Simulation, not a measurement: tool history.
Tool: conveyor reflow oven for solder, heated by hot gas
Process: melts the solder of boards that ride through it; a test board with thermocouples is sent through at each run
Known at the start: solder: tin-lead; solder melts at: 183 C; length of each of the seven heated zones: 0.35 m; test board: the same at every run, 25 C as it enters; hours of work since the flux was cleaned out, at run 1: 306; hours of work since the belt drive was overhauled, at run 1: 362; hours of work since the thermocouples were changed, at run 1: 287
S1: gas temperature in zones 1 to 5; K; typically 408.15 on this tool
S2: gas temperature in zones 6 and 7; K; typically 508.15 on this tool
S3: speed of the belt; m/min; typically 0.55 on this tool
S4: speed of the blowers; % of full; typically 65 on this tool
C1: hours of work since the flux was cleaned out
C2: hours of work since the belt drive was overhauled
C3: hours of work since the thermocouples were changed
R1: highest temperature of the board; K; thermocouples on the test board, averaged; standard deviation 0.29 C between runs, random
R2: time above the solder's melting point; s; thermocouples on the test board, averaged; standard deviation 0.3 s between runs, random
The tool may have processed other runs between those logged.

| run | hour | S1 | S2 | S3 | S4 | C1 | C2 | C3 | R1 | R2 |
|---|---|---|---|---|---|---|---|---|---|---|
| 1 | 0 | 408.15 | 508.15 | 0.55 | 65 | 306 | 362 | 287 | 486.05 | 51.7 |
| 2 | 27.2 | 408.15 | 508.15 | 0.55 | 65 | 318 | 374 | 298 | 485.65 | 51.3 |
| 3 | 40.6 | 408.15 | 508.15 | 0.55 | 65 | 323 | 379 | 303 | 485.75 | 51.3 |
| 4 | 58 | 408.15 | 508.15 | 0.55 | 65 | 330 | 386 | 311 | 484.85 | 51.4 |
| 5 | 74.6 | 408.15 | 508.15 | 0.55 | 65 | 337 | 393 | 318 | 485.35 | 51.1 |
| 6 | 91.2 | 408.15 | 508.15 | 0.55 | 76 | 344 | 400 | 324 | 488.95 | 55 |
| 7 | 104.1 | 408.15 | 508.15 | 0.55 | 76 | 349 | 405 | 330 | 489.55 | 55.4 |
| 8 | 118.5 | 411.15 | 508.15 | 0.55 | 65 | 355 | 411 | 336 | 486.05 | 52.8 |
| 9 | 130.2 | 408.15 | 508.15 | 0.55 | 65 | 360 | 416 | 341 | 485.15 | 51.1 |
| 10 | 152.4 | 409.15 | 508.15 | 0.55 | 57 | 369 | 425 | 350 | 482.35 | 48.6 |
| 11 | 171.5 | 398.15 | 512.15 | 0.635 | 75 | 377 | 433 | 358 | 483.85 | 39.8 |
|  | 177.3 | belt drive overhauled, speed set with a stopwatch |
| 12 | 191.2 | 419.15 | 499.15 | 0.55 | 65 | 384 | 6 | 364 | 480.55 | 51.7 |
| 13 | 210.1 | 419.15 | 499.15 | 0.55 | 65 | 392 | 14 | 372 | 480.75 | 51 |
| 14 | 226.7 | 419.15 | 499.15 | 0.55 | 65 | 399 | 20 | 379 | 480.65 | 51.2 |
| 15 | 253.6 | 401.15 | 505.15 | 0.632 | 83 | 410 | 32 | 390 | 481.75 | 39.7 |
| 16 | 264.7 | 401.15 | 505.15 | 0.632 | 83 | 414 | 36 | 395 | 482.15 | 39.6 |
| 17 | 282.4 | 422.15 | 505.15 | 0.632 | 83 | 422 | 44 | 402 | 486.05 | 50.5 |

Here are 3 independent what-if runs from the current tool condition. What would each one return?
|  | 293.2 | belt drive overhauled, speed set with a stopwatch, once more |
| A | 312.2 | 403.15 | 508.15 | 0.55 | 65 | 432 | 8 | 413 | ? | ? |
|  | 293.2 | belt drive overhauled, speed set with a stopwatch, once more |
| B | 312.2 | 422.15 | 505.15 | 0.599 | 83 | 432 | 8 | 413 | ? | ? |
|  | 293.2 | belt drive overhauled, speed set with a stopwatch, once more |
| C | 312.2 | 400.15 | 505.15 | 0.486 | 87 | 432 | 8 | 413 | ? | ? |

| run | R1 | R2 |
|---|---|---|
| A | 483.35 | 46.7 |
| B | 487.65 | 53.4 |
| C | 490.95 | 61.8 |
Had the tool no hidden state, the same runs would have come out as:
| run | R1 | R2 |
|---|---|---|
| A | 486.45 | 50.4 |
| B | 490.55 | 56.2 |
| C | 493.65 | 65 |
